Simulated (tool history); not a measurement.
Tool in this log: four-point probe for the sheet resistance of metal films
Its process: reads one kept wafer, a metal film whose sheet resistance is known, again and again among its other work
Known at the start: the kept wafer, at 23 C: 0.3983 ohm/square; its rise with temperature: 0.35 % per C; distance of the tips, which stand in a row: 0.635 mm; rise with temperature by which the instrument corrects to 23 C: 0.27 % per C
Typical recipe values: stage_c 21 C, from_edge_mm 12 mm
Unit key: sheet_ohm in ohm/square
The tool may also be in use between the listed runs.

run 1 day=0 | stage_c=21 from_edge_mm=12 | sheet_ohm=0.397293
run 2 day=1.212 | stage_c=18 from_edge_mm=12 | sheet_ohm=0.396359
run 3 day=1.762 | stage_c=18 from_edge_mm=12 | sheet_ohm=0.396426
run 4 day=3 | stage_c=18 from_edge_mm=12 | sheet_ohm=0.396356
run 5 day=3.838 | stage_c=21 from_edge_mm=12 | sheet_ohm=0.397404
run 6 day=4.912 | stage_c=21 from_edge_mm=12 | sheet_ohm=0.397511
run 7 day=5.921 | stage_c=21 from_edge_mm=12 | sheet_ohm=0.397251
run 8 day=6.508 | stage_c=25 from_edge_mm=12 | sheet_ohm=0.398553
run 9 day=7.538 | stage_c=25 from_edge_mm=12 | sheet_ohm=0.398538
run 10 day=8.483 | stage_c=25 from_edge_mm=11 | sheet_ohm=0.398813
run 11 day=9.371 | stage_c=25 from_edge_mm=11 | sheet_ohm=0.398651
run 12 day=10.371 | stage_c=21 from_edge_mm=19 | sheet_ohm=0.396897
run 13 day=11.558 | stage_c=21 from_edge_mm=19 | sheet_ohm=0.39681
run 14 day=12.525 | stage_c=21 from_edge_mm=19 | sheet_ohm=0.397016
run 15 day=13.704 | stage_c=21 from_edge_mm=19 | sheet_ohm=0.396845
run 16 day=14.625 | stage_c=21 from_edge_mm=19 | sheet_ohm=0.396937
run 17 day=15.683 | stage_c=21 from_edge_mm=19 | sheet_ohm=0.396792
run 18 day=16.812 | stage_c=24 from_edge_mm=75 | sheet_ohm=0.397651
run 19 day=17.95 | stage_c=24 from_edge_mm=75 | sheet_ohm=0.397574
run 20 day=19.071 | stage_c=32 from_edge_mm=5 | sheet_ohm=0.403494
run 21 day=20.071 | stage_c=32 from_edge_mm=5 | sheet_ohm=0.403323
-- day=21.179 stage's thermometer calibrated
run 22 day=21.462 | stage_c=32 from_edge_mm=5 | sheet_ohm=0.404283
run 23 day=22.742 | stage_c=22 from_edge_mm=3 | sheet_ohm=0.407182
run 24 day=23.492 | stage_c=19 from_edge_mm=43 | sheet_ohm=0.396818
run 25 day=24.754 | stage_c=19 from_edge_mm=43 | sheet_ohm=0.396771
run 26 day=26.083 | stage_c=20 from_edge_mm=40 | sheet_ohm=0.397163
run 27 day=27.029 | stage_c=21 from_edge_mm=10 | sheet_ohm=0.398033
run 28 day=28.388 | stage_c=22 from_edge_mm=20 | sheet_ohm=0.397799
run 29 day=29.746 | stage_c=22 from_edge_mm=20 | sheet_ohm=0.397817
run 30 day=30.688 | stage_c=19 from_edge_mm=8 | sheet_ohm=0.397972
run 31 day=31.971 | stage_c=25 from_edge_mm=7 | sheet_ohm=0.400198
run 32 day=33.312 | stage_c=30 from_edge_mm=43 | sheet_ohm=0.400095
run 33 day=34.517 | stage_c=30 from_edge_mm=43 | sheet_ohm=0.40013
run 34 day=35.175 | stage_c=26 from_edge_mm=12 | sheet_ohm=0.399202

How would selected steps in sheet_ohm from run to run divide? Give the signed amount a tool lacking its hidden state would still show from settings, what came in and random variation, and the signed amount left for the hidden state, including any gauge scatter that is not in both of the compared results.
Hidden state at play: inner tips' distance over the nominal, %; tips' flats over new ones', %; wafer's true temperature over the reading, C; drift of the gauge itself on sheet_ohm, %.
Run 1 -> 2: stage_c 21 -> 18. sheet_ohm -0.000934 ohm/square: hidden state -0.000022, all else -0.000912.
Run 19 -> 20: stage_c 24 -> 32, from_edge_mm 75 -> 5. sheet_ohm +0.00592 ohm/square: hidden state -0.000008, all else +0.005928.
Run 21 -> 22: stage's thermometer calibrated. sheet_ohm +0.00096 ohm/square: hidden state +0.000791, all else +0.000169.
Run 22 -> 23: stage_c 32 -> 22, from_edge_mm 5 -> 3. sheet_ohm +0.002899 ohm/square: hidden state -0.000021, all else +0.00292.
Run 23 -> 24: stage_c 22 -> 19, from_edge_mm 3 -> 43. sheet_ohm -0.010364 ohm/square: hidden state -0.000003, all else -0.010361.

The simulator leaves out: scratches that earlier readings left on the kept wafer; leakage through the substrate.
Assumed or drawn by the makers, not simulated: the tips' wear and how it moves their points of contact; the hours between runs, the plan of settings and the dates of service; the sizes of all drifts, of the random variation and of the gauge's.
